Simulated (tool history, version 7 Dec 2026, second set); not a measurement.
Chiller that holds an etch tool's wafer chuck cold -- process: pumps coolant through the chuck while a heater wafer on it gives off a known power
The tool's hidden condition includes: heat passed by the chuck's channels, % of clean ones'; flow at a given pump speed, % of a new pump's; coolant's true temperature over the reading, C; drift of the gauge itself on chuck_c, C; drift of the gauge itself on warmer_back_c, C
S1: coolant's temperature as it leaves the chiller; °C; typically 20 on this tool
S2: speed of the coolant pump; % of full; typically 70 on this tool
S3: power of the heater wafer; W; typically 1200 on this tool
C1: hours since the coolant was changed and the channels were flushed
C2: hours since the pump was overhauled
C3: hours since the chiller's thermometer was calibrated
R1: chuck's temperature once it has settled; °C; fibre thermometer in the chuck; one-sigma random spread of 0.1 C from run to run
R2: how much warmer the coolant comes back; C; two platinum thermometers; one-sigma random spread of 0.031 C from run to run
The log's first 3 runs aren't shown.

Run 4, hour 258.2: usual settings but S3 946 W; C1 369; C2 907; C3 1055. Result: R1 32.0 °C, R2 2.45 C.
Run 5, hour 356.2: usual settings but S3 1623 W; C1 467; C2 1005; C3 1153. Result: R1 40.7 °C, R2 4.25 C.
Run 6, hour 411.5: usual settings; C1 522; C2 1060; C3 1208. Result: R1 35.3 °C, R2 3.16 C.
Run 7, hour 488.6: usual settings; C1 599; C2 1137; C3 1285. Result: R1 35.4 °C, R2 3.21 C.
Run 8, hour 577.3: usual settings; C1 688; C2 1226; C3 1374. Result: R1 35.4 °C, R2 3.26 C.
Run 9, hour 670.7: usual settings; C1 781; C2 1319; C3 1468. Result: R1 35.5 °C, R2 3.16 C.
Run 10, hour 774.7: usual settings; C1 885; C2 1423; C3 1571. Result: R1 35.5 °C, R2 3.21 C.
Run 11, hour 826.1: usual settings; C1 937; C2 1475; C3 1623. Result: R1 35.7 °C, R2 3.25 C.
Run 12, hour 931.0: usual settings; C1 1042; C2 1580; C3 1728. Result: R1 35.6 °C, R2 3.17 C.
Run 13, hour 1035.0: usual settings; C1 1146; C2 1683; C3 1832. Result: R1 35.7 °C, R2 3.22 C.
Run 14, hour 1083.8: usual settings; C1 1194; C2 1732; C3 1881. Result: R1 35.7 °C, R2 3.22 C.
Run 15, hour 1191.3: usual settings; C1 1302; C2 1840; C3 1988. Result: R1 35.9 °C, R2 3.20 C.
Run 16, hour 1253.5: usual settings; C1 1364; C2 1902; C3 2050. Result: R1 35.8 °C, R2 3.22 C.
Run 17, hour 1345.7: usual settings but S1 11 °C, S2 65 % of full, S3 1142 W; C1 1456; C2 1994; C3 2142. Result: R1 26.8 °C, R2 3.33 C.

Run 18 comes next. What will it give?
Run 18, hour 1415.8: usual settings but S1 11 °C, S2 64 % of full, S3 932 W; C1 1526; C2 2064; C3 2213. Result: R1 ?, R2 ?.

R1: 24.3 °C
R2: 2.78 C
If the tool had no hidden condition, the same run with the same run-to-run variation would have returned R1 23.4 °C, R2 2.68 C.

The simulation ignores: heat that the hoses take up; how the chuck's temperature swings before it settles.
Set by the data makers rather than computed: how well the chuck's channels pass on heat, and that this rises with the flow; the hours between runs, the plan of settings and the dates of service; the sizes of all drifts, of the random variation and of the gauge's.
